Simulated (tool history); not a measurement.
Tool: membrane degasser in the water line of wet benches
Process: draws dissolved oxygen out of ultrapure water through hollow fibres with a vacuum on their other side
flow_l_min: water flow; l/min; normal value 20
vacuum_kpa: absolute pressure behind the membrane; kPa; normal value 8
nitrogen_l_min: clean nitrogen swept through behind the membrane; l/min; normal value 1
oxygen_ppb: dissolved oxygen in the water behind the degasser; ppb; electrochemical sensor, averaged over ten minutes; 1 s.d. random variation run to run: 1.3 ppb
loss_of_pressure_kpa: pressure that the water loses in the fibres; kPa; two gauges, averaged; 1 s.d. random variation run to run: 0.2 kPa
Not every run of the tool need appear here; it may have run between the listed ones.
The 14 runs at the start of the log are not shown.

run,hour,flow_l_min,vacuum_kpa,nitrogen_l_min,hours since the membrane was changed,hours since the vacuum gauge was calibrated,hours since the vacuum lines were made tight,oxygen_ppb,loss_of_pressure_kpa
15,1176.4,20,8.36,1,2602,1661,10255,235,43.85
# hour 1224: gauge calibrated
16,1229.8,16,8.36,1,2655,1715,10309,190.3,35.59
17,1341.9,29,18.21,0.82,2767,1827,10421,1008.4,65.03
18,1427.4,29,18.21,0.82,2853,1912,10506,1020.9,64.81
19,1529.7,29,10.68,2.72,2955,2015,10609,225.9,64.21
20,1588.2,29,6.72,1.27,3014,2073,10667,215.2,64.63
21,1645.8,29,6.72,1.27,3071,2131,10725,214,64.23
22,1737.2,29,16.05,0.69,3163,2222,10816,1006,63.88
23,1808.1,13,16.18,2.58,3234,2293,10887,159,28.97
24,1885.7,20,7.14,1.68,3311,2370,10965,121.4,44.44
25,1948.5,20,4.92,2.62,3374,2433,11027,44.3,44.22
26,2032.4,16,6.29,1.72,3458,2517,11111,72.8,35.33
27,2106.2,23,6.29,1.72,3532,2591,11185,114.6,50.57
28,2164.4,26,7.02,1.15,3590,2649,11243,214.3,57.41
# hour 2244.2: seals of the vacuum lines changed
29,2250.9,20,5.55,2.52,3674,2734,7,57,43.65
30,2314.8,20,8,0.75,3738,2798,71,278,43.73
31,2375.1,20,8,0.75,3799,2858,131,278.8,43.76

What if the next run were any one of these 5? Each begins from the tool's condition after run 31:
A,2475.4,31,11.92,2.63,3899,2958,231,?,?
B,2475.4,27,9.93,1.72,3899,2958,231,?,?
C,2475.4,25,8,1.09,3899,2958,231,?,?
D,2475.4,20,13.55,0.41,3899,2958,231,?,?
E,2475.4,20,8,0.75,3899,2958,231,?,?

run,oxygen_ppb,loss_of_pressure_kpa
A,281.8,67.71
B,269.2,58.76
C,264.3,54.34
D,884.3,43.38
E,278.3,43.22
Without the tool's hidden state the same runs would have given:
run,oxygen_ppb,loss_of_pressure_kpa
A,281.6,69.68
B,269,60.47
C,264,55.92
D,884,44.64
E,278.1,44.48
